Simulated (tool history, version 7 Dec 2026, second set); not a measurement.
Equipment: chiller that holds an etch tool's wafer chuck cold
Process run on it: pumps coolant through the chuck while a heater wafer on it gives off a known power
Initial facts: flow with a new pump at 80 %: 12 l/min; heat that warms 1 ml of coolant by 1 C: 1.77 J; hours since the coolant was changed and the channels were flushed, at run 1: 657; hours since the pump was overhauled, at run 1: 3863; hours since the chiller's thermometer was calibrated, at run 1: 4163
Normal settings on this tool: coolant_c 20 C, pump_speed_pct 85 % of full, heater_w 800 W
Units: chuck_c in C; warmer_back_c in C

| run | hour | coolant_c | pump_speed_pct | heater_w | hours since the coolant was changed and the channels were flushed | hours since the pump was overhauled | hours since the chiller's thermometer was calibrated | chuck_c | warmer_back_c |
|---|---|---|---|---|---|---|---|---|---|
| 1 | 0.0 | 20 | 85 | 800 | 657 | 3863 | 4163 | 27.4 | 2.27 |
| 2 | 101.0 | 20 | 85 | 800 | 758 | 3964 | 4263 | 27.3 | 2.26 |
| 3 | 208.2 | 20 | 85 | 800 | 865 | 4071 | 4371 | 27.4 | 2.21 |
| 4 | 263.5 | 20 | 85 | 800 | 920 | 4126 | 4426 | 27.4 | 2.26 |
| 5 | 354.9 | 20 | 85 | 800 | 1012 | 4218 | 4517 | 27.4 | 2.27 |
| 6 | 442.8 | 20 | 85 | 800 | 1099 | 4305 | 4605 | 27.4 | 2.27 |
| 7 | 513.0 | 20 | 85 | 800 | 1170 | 4376 | 4675 | 27.3 | 2.23 |
| 8 | 596.1 | 20 | 85 | 800 | 1253 | 4459 | 4759 | 27.5 | 2.31 |
| 9 | 699.6 | 20 | 85 | 800 | 1356 | 4562 | 4862 | 27.5 | 2.31 |
| 10 | 761.1 | 20 | 85 | 697 | 1418 | 4624 | 4924 | 26.4 | 2.05 |
| 11 | 846.8 | 20 | 85 | 697 | 1503 | 4709 | 5009 | 26.2 | 2.00 |
| 12 | 910.5 | 20 | 85 | 800 | 1567 | 4773 | 5073 | 27.4 | 2.30 |
|  | 930.8 | chiller's thermometer calibrated |
| 13 | 996.2 | 20 | 85 | 800 | 1652 | 4858 | 65 | 28.6 | 2.34 |
| 14 | 1061.2 | 20 | 63 | 800 | 1717 | 4923 | 130 | 31.5 | 3.24 |
| 15 | 1153.5 | 20 | 85 | 800 | 1809 | 5015 | 223 | 28.6 | 2.34 |
| 16 | 1221.1 | 20 | 85 | 788 | 1877 | 5083 | 290 | 28.6 | 2.33 |
| 17 | 1293.1 | 20 | 90 | 788 | 1949 | 5155 | 362 | 28.1 | 2.11 |
| 18 | 1373.4 | 15 | 82 | 800 | 2029 | 5235 | 443 | 24.1 | 2.40 |
| 19 | 1471.4 | 20 | 64 | 569 | 2127 | 5333 | 541 | 28.2 | 2.27 |
|  | 1486.2 | coolant pump overhauled |
| 20 | 1575.1 | 13 | 85 | 789 | 2226 | 89 | 639 | 21.8 | 2.41 |
| 21 | 1659.1 | 17 | 89 | 694 | 2310 | 173 | 723 | 24.5 | 2.00 |
| 22 | 1712.8 | 11 | 77 | 800 | 2363 | 227 | 777 | 21.1 | 2.70 |
| 23 | 1759.0 | 20 | 85 | 425 | 2410 | 273 | 823 | 24.7 | 1.26 |
| 24 | 1807.3 | 20 | 85 | 425 | 2458 | 321 | 871 | 24.8 | 1.32 |
| 25 | 1914.2 | 17 | 98 | 503 | 2565 | 428 | 978 | 21.9 | 1.33 |
| 26 | 1971.4 | 25 | 90 | 442 | 2622 | 485 | 1036 | 29.6 | 1.28 |
|  | 2046.4 | coolant pump overhauled, once more |
| 27 | 2076.3 | 14 | 65 | 800 | 2722 | 30 | 1135 | 24.6 | 2.85 |
| 28 | 2126.9 | 13 | 66 | 818 | 2773 | 81 | 1186 | 23.7 | 2.94 |
|  | 2181.2 | coolant changed, channels flushed |
| 29 | 2240.2 | 13 | 66 | 818 | 59 | 188 | 1293 | 23.0 | 2.89 |
| 30 | 2292.9 | 13 | 66 | 818 | 112 | 241 | 1346 | 22.8 | 2.91 |
| 31 | 2368.7 | 14 | 95 | 443 | 188 | 316 | 1422 | 17.6 | 1.05 |

Selected run-to-run steps in chuck_c, each split into two signed amounts: the part the tool would show with no hidden state at all (from settings, incoming material and random variation), and the remainder, which goes to the hidden state together with any gauge scatter not common to the measured and the hidden-state-free results:
Hidden conditions of the tool in this case: heat passed by the chuck's channels, % of clean ones'; flow at a given pump speed, % of a new pump's; coolant's true temperature over the reading, C; drift of the gauge itself on chuck_c, C; drift of the gauge itself on warmer_back_c, C.
Run 12 -> 13: chiller's thermometer calibrated. chuck_c +1.2 C: hidden state +1.2, all else +0.0.
Run 19 -> 20: coolant_c 20 -> 13, pump_speed_pct 64 -> 85, heater_w 569 -> 789, coolant pump overhauled. chuck_c -6.4 C: hidden state +0.4, all else -6.8.
Run 22 -> 23: coolant_c 11 -> 20, pump_speed_pct 77 -> 85, heater_w 800 -> 425. chuck_c +3.6 C: hidden state -0.9, all else +4.5.
Run 25 -> 26: coolant_c 17 -> 25, pump_speed_pct 98 -> 90, heater_w 503 -> 442. chuck_c +7.7 C: hidden state -0.1, all else +7.8.
Run 28 -> 29: coolant changed, channels flushed. chuck_c -0.7 C: hidden state -0.7, all else +0.0.
Run 30 -> 31: coolant_c 13 -> 14, pump_speed_pct 66 -> 95, heater_w 818 -> 443. chuck_c -5.2 C: hidden state -0.1, all else -5.1.
